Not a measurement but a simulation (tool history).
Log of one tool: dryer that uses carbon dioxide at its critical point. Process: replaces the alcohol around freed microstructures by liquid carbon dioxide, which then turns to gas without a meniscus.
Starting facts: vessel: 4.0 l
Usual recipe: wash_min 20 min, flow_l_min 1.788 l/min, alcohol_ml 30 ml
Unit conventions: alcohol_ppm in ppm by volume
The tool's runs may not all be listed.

run 1 hour=0 | wash_min=20 flow_l_min=1.788 alcohol_ml=30 | alcohol_ppm=59
run 2 hour=25.3 | wash_min=20 flow_l_min=1.788 alcohol_ml=30 | alcohol_ppm=65
run 3 hour=37.4 | wash_min=17 flow_l_min=1.788 alcohol_ml=30 | alcohol_ppm=81
run 4 hour=54.1 | wash_min=27 flow_l_min=1.788 alcohol_ml=30 | alcohol_ppm=63
run 5 hour=79.9 | wash_min=24 flow_l_min=1.788 alcohol_ml=30 | alcohol_ppm=60
run 6 hour=90.8 | wash_min=24 flow_l_min=1.73 alcohol_ml=30 | alcohol_ppm=61
run 7 hour=113.6 | wash_min=20 flow_l_min=1.788 alcohol_ml=75 | alcohol_ppm=81
run 8 hour=137.8 | wash_min=20 flow_l_min=1.788 alcohol_ml=26 | alcohol_ppm=68
run 9 hour=155 | wash_min=20 flow_l_min=1.788 alcohol_ml=77 | alcohol_ppm=78
run 10 hour=169.3 | wash_min=20 flow_l_min=1.788 alcohol_ml=77 | alcohol_ppm=94
run 11 hour=182.5 | wash_min=20 flow_l_min=1.788 alcohol_ml=77 | alcohol_ppm=88
run 12 hour=208 | wash_min=20 flow_l_min=1.788 alcohol_ml=77 | alcohol_ppm=89
run 13 hour=227.9 | wash_min=20 flow_l_min=1.788 alcohol_ml=77 | alcohol_ppm=91
run 14 hour=241.1 | wash_min=25 flow_l_min=1.11 alcohol_ml=22 | alcohol_ppm=107
run 15 hour=267.1 | wash_min=20 flow_l_min=1.788 alcohol_ml=27 | alcohol_ppm=84
run 16 hour=283.4 | wash_min=15 flow_l_min=1.788 alcohol_ml=21 | alcohol_ppm=116
run 17 hour=304.4 | wash_min=15 flow_l_min=1.788 alcohol_ml=21 | alcohol_ppm=115
run 18 hour=320.3 | wash_min=26 flow_l_min=1.78 alcohol_ml=21 | alcohol_ppm=84
run 19 hour=338.5 | wash_min=26 flow_l_min=1.78 alcohol_ml=21 | alcohol_ppm=76
run 20 hour=353.6 | wash_min=26 flow_l_min=1.78 alcohol_ml=21 | alcohol_ppm=79
run 21 hour=375.1 | wash_min=26 flow_l_min=1.78 alcohol_ml=21 | alcohol_ppm=84
run 22 hour=399 | wash_min=26 flow_l_min=1.78 alcohol_ml=21 | alcohol_ppm=82
run 23 hour=420.3 | wash_min=26 flow_l_min=1.788 alcohol_ml=31 | alcohol_ppm=85
run 24 hour=445 | wash_min=26 flow_l_min=1.788 alcohol_ml=74 | alcohol_ppm=99
run 25 hour=465.6 | wash_min=29 flow_l_min=1.64 alcohol_ml=27 | alcohol_ppm=93

Consider 3 possible next runs. They are alternatives, not a sequence: every one starts from the tool as it was left by run 25. What does each give?
run A hour=480.8 | wash_min=16 flow_l_min=1.11 alcohol_ml=40 | alcohol_ppm=?
run B hour=480.8 | wash_min=22 flow_l_min=1.788 alcohol_ml=30 | alcohol_ppm=?
run C hour=480.8 | wash_min=14 flow_l_min=1.82 alcohol_ml=56 | alcohol_ppm=?

run=A alcohol_ppm=511
run=B alcohol_ppm=98
run=C alcohol_ppm=243
Without the tool's hidden state the same runs would have given:
run=A alcohol_ppm=301
run=B alcohol_ppm=7
run=C alcohol_ppm=98
